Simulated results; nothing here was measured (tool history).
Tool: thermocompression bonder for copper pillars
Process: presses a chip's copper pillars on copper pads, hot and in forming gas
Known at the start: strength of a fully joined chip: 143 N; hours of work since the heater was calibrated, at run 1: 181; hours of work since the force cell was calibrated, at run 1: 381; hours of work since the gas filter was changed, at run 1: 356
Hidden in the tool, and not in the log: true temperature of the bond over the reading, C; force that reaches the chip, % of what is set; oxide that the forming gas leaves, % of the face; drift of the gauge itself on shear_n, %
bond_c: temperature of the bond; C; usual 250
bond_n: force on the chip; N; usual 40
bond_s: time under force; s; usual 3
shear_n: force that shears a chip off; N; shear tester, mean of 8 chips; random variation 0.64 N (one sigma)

run,hour,bond_c,bond_n,bond_s,hours of work since the heater was calibrated,hours of work since the force cell was calibrated,hours of work since the gas filter was changed,shear_n
1,0.0,250,40,3,181,381,356,86.1
2,18.1,250,40,3,191,391,366,87.1
3,47.5,250,40,3,208,408,383,86.6
# hour 67.4: forming gas filter changed
4,81.0,250,40,3,226,427,8,87.2
5,101.2,250,40,3,238,438,19,86.7
6,117.4,250,40,3,247,447,28,87.0
7,132.2,250,40,3,255,456,37,86.8
8,154.2,250,40,2,268,468,49,76.3
9,170.0,250,40,6,277,477,58,104.1
10,196.1,250,40,3,291,492,73,86.6
11,225.4,250,40,3,308,508,89,85.9
12,257.5,250,40,3,326,527,107,86.1
13,272.5,250,40,3,335,535,116,86.8
14,298.9,250,40,3,350,550,131,86.8
15,319.8,250,40,3,361,562,143,86.7
16,344.3,250,40,3,375,576,157,85.6
17,367.3,250,40,3,388,589,170,86.4
18,398.0,239,40,3,406,606,187,72.1
19,429.6,250,28,3,423,624,205,63.1
20,459.0,250,28,3,440,640,221,63.8
21,483.5,250,36,3,454,654,235,80.1
22,499.0,250,36,3,463,663,244,80.3
23,517.5,250,36,3,473,674,254,79.7
24,537.0,243,40,4,484,685,265,86.1
25,559.4,243,55,6,497,697,278,116.2
26,590.8,250,40,3,515,715,296,86.1
27,615.7,250,24,7,529,729,310,75.2
28,636.4,250,24,7,540,741,322,74.6
29,667.1,272,40,3,558,758,339,109.9
30,696.1,246,34,9,574,774,355,100.2
31,720.6,250,59,7,588,788,369,128.6
32,749.6,226,24,7,604,805,386,48.8
# hour 763.9: forming gas filter changed
33,779.1,226,48,7,621,821,9,90.5
34,802.0,278,51,3,634,834,22,129.7
35,833.9,244,51,7,652,852,40,117.0
36,853.0,260,40,2,663,863,50,86.1
37,874.0,242,40,2,674,875,62,66.6
38,888.1,242,57,2,682,883,70,90.1
39,910.6,242,26,2,695,895,83,44.1

How the hidden state differs across the entries between the runs, from the last listed run before each to the first after it:
Between runs 3 and 4: forming gas filter changed (hour 67.4)
  oxide that the forming gas leaves, % of the face: 0.7 -> 0.51
Between runs 32 and 33: forming gas filter changed (hour 763.9)
  oxide that the forming gas leaves, % of the face: 0.69 -> 0.5
